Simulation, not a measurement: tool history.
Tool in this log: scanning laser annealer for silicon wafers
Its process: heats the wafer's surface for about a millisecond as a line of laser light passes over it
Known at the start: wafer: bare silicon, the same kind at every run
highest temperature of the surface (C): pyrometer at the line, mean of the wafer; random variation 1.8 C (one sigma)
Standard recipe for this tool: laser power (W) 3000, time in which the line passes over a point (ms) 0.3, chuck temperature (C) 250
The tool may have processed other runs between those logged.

run,hour,laser power (W),time in which the line passes over a point (ms),chuck temperature (C),highest temperature of the surface (C)
1,0,3000,0.3,250,959
2,11.8,3000,0.274,250,926
3,20.5,3000,0.274,250,927
4,30.8,3012,0.3,250,962
5,39.9,3194,0.3,250,1007
6,49.6,3194,0.3,250,1008
# hour 58.2: window over the wafer cleaned
7,59.4,3000,0.3,250,991
8,71.7,3000,0.3,250,990
9,84.7,3000,0.3,250,990
10,95.9,3000,0.3,250,989
11,110.2,3000,0.3,250,990
12,121.6,3000,0.3,250,987
# hour 128: optics aligned, line set to its width
13,135.4,3000,0.3,250,989
14,150.1,3000,0.3,279,1013
15,157.3,3000,0.3,279,1014
# hour 167.2: optics aligned, line set to its width, once more
16,174.8,3000,0.3,250,992
17,187,3000,0.3,250,989
18,194.7,3000,0.3,250,990
19,204.8,3000,0.364,250,1060
20,212.6,3000,0.364,250,1058
21,220.5,2932,0.214,245,861
22,231,2591,0.349,250,924
23,237.8,2793,0.3,276,959
24,250,2793,0.3,276,957
25,257.1,2793,0.3,276,958
26,268.2,2968,0.329,217,979
27,278.9,3096,0.313,290,1070
28,293,3096,0.313,290,1068
29,306.4,2771,0.3,250,926
30,313.9,3293,0.3,268,1084

For run 31, what comes out?
31,327.4,3120,0.224,225,?

highest temperature of the surface (C): 897
Were there no unlogged condition in the tool, this run, its random variation unchanged, would have produced highest temperature of the surface (C) 904.

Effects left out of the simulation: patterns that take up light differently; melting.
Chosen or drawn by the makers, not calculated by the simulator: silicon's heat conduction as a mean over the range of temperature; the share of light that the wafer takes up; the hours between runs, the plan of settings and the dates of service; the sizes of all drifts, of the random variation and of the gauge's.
